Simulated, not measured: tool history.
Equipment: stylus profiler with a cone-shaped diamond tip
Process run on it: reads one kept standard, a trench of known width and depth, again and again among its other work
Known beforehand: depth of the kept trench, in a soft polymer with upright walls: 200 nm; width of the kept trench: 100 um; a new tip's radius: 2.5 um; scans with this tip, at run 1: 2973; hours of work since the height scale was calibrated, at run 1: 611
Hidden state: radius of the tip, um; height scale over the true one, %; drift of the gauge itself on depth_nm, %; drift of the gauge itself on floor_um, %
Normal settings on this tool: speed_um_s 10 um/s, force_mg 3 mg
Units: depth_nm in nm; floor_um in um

run,hour,speed_um_s,force_mg,scans with this tip,hours of work since the height scale was calibrated,depth_nm,floor_um
1,0,10,3,2973,611,202.11,97.69
2,20.3,34,3,3032,623,202.31,97.64
3,46.8,34,3,3109,639,202.14,97.51
4,74.6,34,3,3190,655,202.36,97.55
5,115.2,10,3,3309,680,202.21,97.72
6,137.2,10,3,3373,693,202.12,97.62
7,165.9,35,3,3456,710,202.29,97.51
8,197.6,10,3,3549,729,202.22,97.6
9,236.6,10,3,3662,752,202.22,97.59
10,255.8,10,3,3719,764,202.19,97.6
11,295.5,10,3,3834,788,202.19,97.59
12,313.9,10,3,3888,799,202.3,97.62
13,335.6,10,5.06,3951,812,202.98,97.62
14,374.9,10,3,4066,835,202.25,97.61
15,400.5,10,3,4141,851,202.31,97.57
16,436.4,28,5.62,4245,872,203.22,97.5
17,462.7,5,7.04,4322,888,203.75,97.6
18,491.8,10,6.34,4407,905,203.4,97.55
19,523.9,10,6.34,4500,925,203.43,97.48
20,552.4,18,3.42,4583,942,202.44,97.53
21,569.5,10,5.81,4633,952,203.27,97.51
22,609.2,10,5.81,4749,976,203.37,97.49
23,643,32,1.04,4848,996,201.38,97.32
24,680.2,32,1.04,4956,1018,201.35,97.3
25,705.8,32,1.04,5031,1034,201.37,97.37
26,734,14,1.3,5113,1050,201.55,97.38
27,759.9,14,1.3,5188,1066,201.52,97.41
28,784.5,21,6.04,5260,1081,203.44,97.4
29,813.9,18,8.37,5346,1098,204.18,97.48

Here are 5 independent what-if runs from the current tool condition. What would each one return?
A,841.6,10,5.46,5427,1115,?,?
B,841.6,10,1.74,5427,1115,?,?
C,841.6,5,3.35,5427,1115,?,?
D,841.6,4,2.52,5427,1115,?,?
E,841.6,9,2.92,5427,1115,?,?

run,depth_nm,floor_um
A,203.2,97.44
B,201.79,97.42
C,202.55,97.46
D,202.09,97.51
E,202.31,97.43
Without the tool's hidden state the same runs would have given:
run,depth_nm,floor_um
A,202.78,97.99
B,201.37,97.97
C,202.13,98.01
D,201.67,98.06
E,201.89,97.98
